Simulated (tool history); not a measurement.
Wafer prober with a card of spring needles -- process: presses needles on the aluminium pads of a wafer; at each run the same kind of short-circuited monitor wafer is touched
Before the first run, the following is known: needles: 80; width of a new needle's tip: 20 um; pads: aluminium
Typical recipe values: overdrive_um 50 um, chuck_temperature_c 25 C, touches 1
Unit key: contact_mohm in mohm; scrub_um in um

| run | hour | overdrive_um | chuck_temperature_c | touches | contact_mohm | scrub_um |
|---|---|---|---|---|---|---|
| 1 | 0.0 | 50 | 25 | 1 | 192 | 10.14 |
|  | 24.0 | tips cleaned on abrasive film |
| 2 | 39.6 | 50 | 25 | 2 | 264 | 10.00 |
|  | 46.5 | tips cleaned on abrasive film |
|  | 70.6 | tips cleaned on abrasive film |
| 3 | 88.0 | 50 | 25 | 2 | 274 | 9.93 |
|  | 92.6 | tips cleaned on abrasive film |
|  | 116.6 | tips cleaned on abrasive film |
| 4 | 132.7 | 50 | 25 | 2 | 266 | 9.98 |
|  | 139.9 | tips cleaned on abrasive film |
| 5 | 158.5 | 50 | 88 | 1 | 335 | 9.78 |
|  | 163.3 | tips cleaned on abrasive film |
|  | 184.6 | tips cleaned on abrasive film |
| 6 | 194.3 | 50 | 25 | 1 | 279 | 9.79 |
|  | 207.2 | tips cleaned on abrasive film |
| 7 | 216.5 | 50 | 25 | 1 | 271 | 9.78 |
|  | 231.2 | tips cleaned on abrasive film |
| 8 | 240.0 | 50 | 38 | 1 | 283 | 9.84 |
|  | 255.9 | tips cleaned on abrasive film |
| 9 | 262.1 | 50 | 25 | 1 | 261 | 9.84 |
|  | 277.7 | tips cleaned on abrasive film |
| 10 | 298.7 | 31 | 25 | 1 | 638 | 5.89 |
|  | 302.3 | tips cleaned on abrasive film |
|  | 324.7 | tips cleaned on abrasive film |
| 11 | 326.7 | 31 | 25 | 1 | 275 | 5.84 |
|  | 349.0 | tips cleaned on abrasive film |
| 12 | 367.4 | 31 | 25 | 1 | 608 | 5.72 |
|  | 370.6 | tips cleaned on abrasive film |
|  | 393.0 | tips cleaned on abrasive film |
|  | 397.4 | height of the first contact set anew |
|  | 418.7 | tips cleaned on abrasive film |
| 13 | 419.6 | 31 | 25 | 1 | 255 | 6.37 |
|  | 442.8 | tips cleaned on abrasive film |
| 14 | 460.1 | 31 | 25 | 1 | 545 | 6.31 |
|  | 466.4 | tips cleaned on abrasive film |
| 15 | 486.0 | 43 | 117 | 3 | 270 | 8.71 |
|  | 489.4 | tips cleaned on abrasive film |
|  | 510.5 | tips cleaned on abrasive film |
|  | 531.9 | tips cleaned on abrasive film |
| 16 | 531.9 | 66 | 54 | 2 | 192 | 13.50 |
|  | 555.1 | tips cleaned on abrasive film |
| 17 | 574.7 | 48 | 54 | 2 | 280 | 9.67 |
|  | 579.0 | tips cleaned on abrasive film |
|  | 602.5 | tips cleaned on abrasive film |
| 18 | 618.5 | 36 | 69 | 3 | 288 | 7.22 |
|  | 627.4 | tips cleaned on abrasive film |
|  | 649.9 | tips cleaned on abrasive film |
| 19 | 663.7 | 50 | 25 | 1 | 307 | 10.18 |
|  | 673.6 | tips cleaned on abrasive film |
| 20 | 686.8 | 50 | 25 | 1 | 306 | 10.09 |

Branching from run 20: 4 alternative next runs. What would each branch give?
|  | 695.4 | tips cleaned on abrasive film |
|  | 718.3 | tips cleaned on abrasive film |
| A | 725.2 | 33 | 56 | 1 | ? | ? |
|  | 695.4 | tips cleaned on abrasive film |
|  | 718.3 | tips cleaned on abrasive film |
| B | 725.2 | 40 | 63 | 2 | ? | ? |
|  | 695.4 | tips cleaned on abrasive film |
|  | 718.3 | tips cleaned on abrasive film |
| C | 725.2 | 53 | 61 | 1 | ? | ? |
|  | 695.4 | tips cleaned on abrasive film |
|  | 718.3 | tips cleaned on abrasive film |
| D | 725.2 | 35 | 79 | 2 | ? | ? |

| run | contact_mohm | scrub_um |
|---|---|---|
| A | 392 | 6.50 |
| B | 276 | 7.97 |
| C | 270 | 10.77 |
| D | 301 | 7.05 |
The same runs, with their run-to-run variation unchanged, on a tool lacking any hidden condition would have given:
| run | contact_mohm | scrub_um |
|---|---|---|
| A | 195 | 6.71 |
| B | 193 | 8.18 |
| C | 190 | 10.99 |
| D | 198 | 7.27 |
